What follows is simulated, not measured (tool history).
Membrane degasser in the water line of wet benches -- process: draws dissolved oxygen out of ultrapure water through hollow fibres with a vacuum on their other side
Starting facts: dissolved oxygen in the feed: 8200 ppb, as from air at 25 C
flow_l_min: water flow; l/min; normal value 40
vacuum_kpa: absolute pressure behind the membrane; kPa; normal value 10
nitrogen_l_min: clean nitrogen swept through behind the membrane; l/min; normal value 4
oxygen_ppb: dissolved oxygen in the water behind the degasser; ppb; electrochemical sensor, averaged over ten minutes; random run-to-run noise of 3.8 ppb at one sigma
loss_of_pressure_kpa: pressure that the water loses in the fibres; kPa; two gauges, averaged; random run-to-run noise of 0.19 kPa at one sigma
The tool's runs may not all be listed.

| run | hour | flow_l_min | vacuum_kpa | nitrogen_l_min | oxygen_ppb | loss_of_pressure_kpa |
|---|---|---|---|---|---|---|
| 1 | 0 | 40 | 10 | 4 | 380.3 | 39.38 |
| 2 | 339 | 40 | 10 | 4 | 382.6 | 39.41 |
| 3 | 536.5 | 40 | 10 | 4 | 386 | 39.48 |
| 4 | 798.4 | 40 | 10 | 4.37 | 370.8 | 39.48 |
| 5 | 1105.9 | 40 | 10 | 4 | 380.4 | 39.58 |
| 6 | 1266.5 | 40 | 10 | 4 | 389.7 | 39.57 |
| 7 | 1512.1 | 40 | 10 | 4 | 375.8 | 39.34 |
| 8 | 1670.4 | 25 | 10 | 4 | 185.5 | 24.62 |
| 9 | 1997.2 | 25 | 10 | 2.12 | 267.8 | 24.93 |
| 10 | 2262.4 | 25 | 10 | 2.12 | 265.3 | 24.78 |
| 11 | 2617.8 | 25 | 10 | 2.12 | 263.3 | 25.05 |
| 12 | 2854.5 | 40 | 16.6 | 4 | 529.2 | 39.43 |
| 13 | 3018.2 | 40 | 10 | 4 | 388.1 | 39.4 |
| 14 | 3190.7 | 40 | 10 | 4 | 389.1 | 39.79 |
| 15 | 3456.8 | 40 | 10 | 4 | 384.8 | 39.58 |
| 16 | 3657.1 | 41 | 10 | 4 | 396 | 40.47 |
| 17 | 3930.1 | 53 | 7.7 | 4 | 508.6 | 52.42 |
|  | 4073.5 | vacuum gauge calibrated |
| 18 | 4165.1 | 29 | 10 | 9.67 | 166.6 | 28.75 |
| 19 | 4521.4 | 40 | 17.7 | 4.15 | 532.1 | 39.6 |
|  | 4752.2 | seals of the vacuum lines changed |
| 20 | 4833 | 40 | 17.7 | 4.15 | 537 | 39.52 |
| 21 | 5190.7 | 40 | 17.7 | 4.15 | 542.9 | 39.12 |
| 22 | 5465.9 | 29 | 13 | 8.42 | 199 | 28.8 |
| 23 | 5697.8 | 49 | 13 | 6.78 | 502.3 | 48.17 |
| 24 | 5858.6 | 48 | 10.6 | 1.79 | 707.1 | 46.86 |
| 25 | 6025.5 | 48 | 10.6 | 1.79 | 698.1 | 47.4 |

The next listed run, before its measurement:
| 26 | 6305.4 | 40 | 10.6 | 2.57 | ? | ? |

oxygen_ppb: 477.3 ppb
loss_of_pressure_kpa: 39.63 kPa
Were there no unlogged condition in the tool, this run, its random variation unchanged, would have produced oxygen_ppb 476.6 ppb, loss_of_pressure_kpa 39.6 kPa.

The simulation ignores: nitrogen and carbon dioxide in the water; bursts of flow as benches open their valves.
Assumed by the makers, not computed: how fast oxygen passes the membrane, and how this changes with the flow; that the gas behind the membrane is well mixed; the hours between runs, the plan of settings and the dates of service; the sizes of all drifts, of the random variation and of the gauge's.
